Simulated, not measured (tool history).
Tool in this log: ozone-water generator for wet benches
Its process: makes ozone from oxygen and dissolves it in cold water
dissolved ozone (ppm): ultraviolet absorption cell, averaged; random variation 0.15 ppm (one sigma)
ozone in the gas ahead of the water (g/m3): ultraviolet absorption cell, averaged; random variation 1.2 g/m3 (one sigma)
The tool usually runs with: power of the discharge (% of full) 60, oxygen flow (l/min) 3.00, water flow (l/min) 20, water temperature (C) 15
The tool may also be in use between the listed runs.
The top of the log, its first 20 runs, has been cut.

run,hour,power of the discharge (% of full),oxygen flow (l/min),water flow (l/min),water temperature (C),dissolved ozone (ppm),ozone in the gas ahead of the water (g/m3)
21,1313.8,66,3.00,20,15,18.5,219.4
22,1384.2,66,3.00,20,15,18.6,218.8
23,1445.2,48,1.58,20,15,12.5,247.4
24,1486.0,60,2.82,21,15,16.5,209.7
25,1546.2,58,2.82,31,15,10.8,204.9
26,1588.0,58,2.82,31,15,10.7,205.6
27,1630.9,69,3.51,31,15,12.7,205.0
28,1703.0,60,3.00,20,13,17.2,200.5
29,1741.2,58,1.59,20,13,14.9,283.2
30,1787.3,51,3.00,20,20,13.7,175.2
31,1863.9,44,3.00,15,16,16.3,155.8
32,1908.1,58,2.45,25,13,12.9,219.9

What if the next run were any one of these 4? Each begins from the tool's condition after run 32:
A,1960.4,58,2.45,25,8,?,?
B,1960.4,58,3.14,25,13,?,?
C,1960.4,45,3.00,28,14,?,?
D,1960.4,95,2.45,29,13,?,?

run,dissolved ozone (ppm),ozone in the gas ahead of the water (g/m3)
A,13.2,221.1
B,13.3,188.0
C,9.4,157.7
D,16.3,329.3
Take away the tool's hidden state, keep each run's random variation, and the runs would have read:
run,dissolved ozone (ppm),ozone in the gas ahead of the water (g/m3)
A,14.3,235.2
B,14.4,200.1
C,10.0,165.2
D,18.2,361.5
